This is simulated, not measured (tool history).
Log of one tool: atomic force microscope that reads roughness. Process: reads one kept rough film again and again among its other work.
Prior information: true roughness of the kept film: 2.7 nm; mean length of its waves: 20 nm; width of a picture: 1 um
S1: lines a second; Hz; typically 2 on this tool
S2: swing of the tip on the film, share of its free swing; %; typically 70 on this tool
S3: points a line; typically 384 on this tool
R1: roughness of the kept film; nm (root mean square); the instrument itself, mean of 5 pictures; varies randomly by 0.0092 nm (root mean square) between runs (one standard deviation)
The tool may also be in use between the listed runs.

{"run": 1, "hour": 0.0, "S1": 2, "S2": 70, "S3": 384, "R1": 1.468}
{"run": 2, "hour": 9.8, "S1": 2, "S2": 70, "S3": 384, "R1": 1.439}
{"run": 3, "hour": 21.9, "S1": 2, "S2": 70, "S3": 384, "R1": 1.413}
{"run": 4, "hour": 29.9, "S1": 2, "S2": 70, "S3": 384, "R1": 1.411}
{"run": 5, "hour": 42.7, "S1": 2, "S2": 70, "S3": 384, "R1": 1.385}
{"run": 6, "hour": 54.3, "S1": 2, "S2": 70, "S3": 384, "R1": 1.347}
{"run": 7, "hour": 61.6, "S1": 2, "S2": 70, "S3": 384, "R1": 1.341}
{"run": 8, "hour": 73.4, "S1": 2, "S2": 70, "S3": 384, "R1": 1.291}
{"hour": 81.4, "done": "new tip fitted"}
{"run": 9, "hour": 82.7, "S1": 2, "S2": 70, "S3": 384, "R1": 2.036}
{"run": 10, "hour": 91.6, "S1": 2, "S2": 70, "S3": 384, "R1": 2.01}
{"run": 11, "hour": 108.3, "S1": 2.83, "S2": 70, "S3": 384, "R1": 1.872}
{"run": 12, "hour": 116.7, "S1": 2.83, "S2": 70, "S3": 384, "R1": 1.85}
{"run": 13, "hour": 125.2, "S1": 2.83, "S2": 70, "S3": 384, "R1": 1.814}
{"run": 14, "hour": 132.2, "S1": 2.83, "S2": 70, "S3": 384, "R1": 1.788}
{"run": 15, "hour": 147.4, "S1": 2.83, "S2": 70, "S3": 384, "R1": 1.714}
{"run": 16, "hour": 157.7, "S1": 2, "S2": 70, "S3": 480, "R1": 1.744}
{"run": 17, "hour": 170.2, "S1": 2, "S2": 70, "S3": 480, "R1": 1.71}
{"run": 18, "hour": 185.6, "S1": 2, "S2": 85, "S3": 384, "R1": 1.504}
{"run": 19, "hour": 195.1, "S1": 2, "S2": 63, "S3": 384, "R1": 1.651}
{"run": 20, "hour": 205.3, "S1": 2, "S2": 63, "S3": 384, "R1": 1.633}
{"run": 21, "hour": 217.3, "S1": 2, "S2": 63, "S3": 384, "R1": 1.604}
{"run": 22, "hour": 224.6, "S1": 2, "S2": 70, "S3": 384, "R1": 1.526}
{"run": 23, "hour": 238.4, "S1": 2, "S2": 70, "S3": 384, "R1": 1.494}
{"run": 24, "hour": 253.6, "S1": 2, "S2": 70, "S3": 384, "R1": 1.467}
{"run": 25, "hour": 265.8, "S1": 2, "S2": 70, "S3": 384, "R1": 1.447}
{"run": 26, "hour": 280.8, "S1": 2, "S2": 70, "S3": 384, "R1": 1.401}
{"run": 27, "hour": 295.3, "S1": 3.4, "S2": 70, "S3": 394, "R1": 1.279}
{"run": 28, "hour": 307.2, "S1": 3.4, "S2": 70, "S3": 394, "R1": 1.266}
{"hour": 320.5, "done": "new tip fitted"}
{"run": 29, "hour": 321.4, "S1": 3.4, "S2": 55, "S3": 394, "R1": 2.123}
{"run": 30, "hour": 337.7, "S1": 3.4, "S2": 55, "S3": 394, "R1": 2.054}
{"run": 31, "hour": 349.2, "S1": 2, "S2": 73, "S3": 707, "R1": 1.944}
{"run": 32, "hour": 362.5, "S1": 2, "S2": 73, "S3": 707, "R1": 1.887}
{"run": 33, "hour": 376.7, "S1": 2, "S2": 73, "S3": 707, "R1": 1.828}
{"run": 34, "hour": 393.5, "S1": 2, "S2": 73, "S3": 707, "R1": 1.748}
{"run": 35, "hour": 403.5, "S1": 2, "S2": 75, "S3": 707, "R1": 1.709}
{"run": 36, "hour": 415.1, "S1": 0.83, "S2": 84, "S3": 384, "R1": 1.719}
{"run": 37, "hour": 427.5, "S1": 0.83, "S2": 84, "S3": 384, "R1": 1.639}
{"run": 38, "hour": 439.0, "S1": 0.83, "S2": 84, "S3": 384, "R1": 1.629}
{"run": 39, "hour": 449.0, "S1": 0.83, "S2": 84, "S3": 384, "R1": 1.589}
{"run": 40, "hour": 464.4, "S1": 3.86, "S2": 83, "S3": 384, "R1": 1.267}
{"run": 41, "hour": 476.0, "S1": 3.86, "S2": 61, "S3": 485, "R1": 1.499}
{"run": 42, "hour": 492.9, "S1": 2, "S2": 88, "S3": 469, "R1": 1.312}
{"run": 43, "hour": 503.0, "S1": 2, "S2": 88, "S3": 469, "R1": 1.293}
{"run": 44, "hour": 513.8, "S1": 2, "S2": 88, "S3": 469, "R1": 1.272}
{"run": 45, "hour": 525.5, "S1": 3.23, "S2": 68, "S3": 469, "R1": 1.346}
{"run": 46, "hour": 533.1, "S1": 2.6, "S2": 58, "S3": 341, "R1": 1.39}
{"run": 47, "hour": 547.6, "S1": 2.81, "S2": 68, "S3": 506, "R1": 1.317}
{"run": 48, "hour": 557.0, "S1": 2.81, "S2": 68, "S3": 506, "R1": 1.294}

Branching from run 48: 5 alternative next runs. What would each branch give?
{"hour": 559.7, "done": "new tip fitted"}
{"run": "A", "hour": 572.8, "S1": 2, "S2": 76, "S3": 661, "R1": "?"}
{"hour": 559.7, "done": "new tip fitted"}
{"run": "B", "hour": 572.8, "S1": 2.81, "S2": 68, "S3": 289, "R1": "?"}
{"hour": 559.7, "done": "new tip fitted"}
{"run": "C", "hour": 572.8, "S1": 2.96, "S2": 68, "S3": 506, "R1": "?"}
{"hour": 559.7, "done": "new tip fitted"}
{"run": "D", "hour": 572.8, "S1": 2.81, "S2": 77, "S3": 506, "R1": "?"}
{"hour": 559.7, "done": "new tip fitted"}
{"run": "E", "hour": 572.8, "S1": 2.22, "S2": 69, "S3": 571, "R1": "?"}

run=A R1=1.945
run=B R1=1.929
run=C R1=1.966
run=D R1=1.858
run=E R1=2.015
Had the tool no hidden state, the same runs would have come out as:
run=A R1=2.019
run=B R1=2.002
run=C R1=2.04
run=D R1=1.928
run=E R1=2.091

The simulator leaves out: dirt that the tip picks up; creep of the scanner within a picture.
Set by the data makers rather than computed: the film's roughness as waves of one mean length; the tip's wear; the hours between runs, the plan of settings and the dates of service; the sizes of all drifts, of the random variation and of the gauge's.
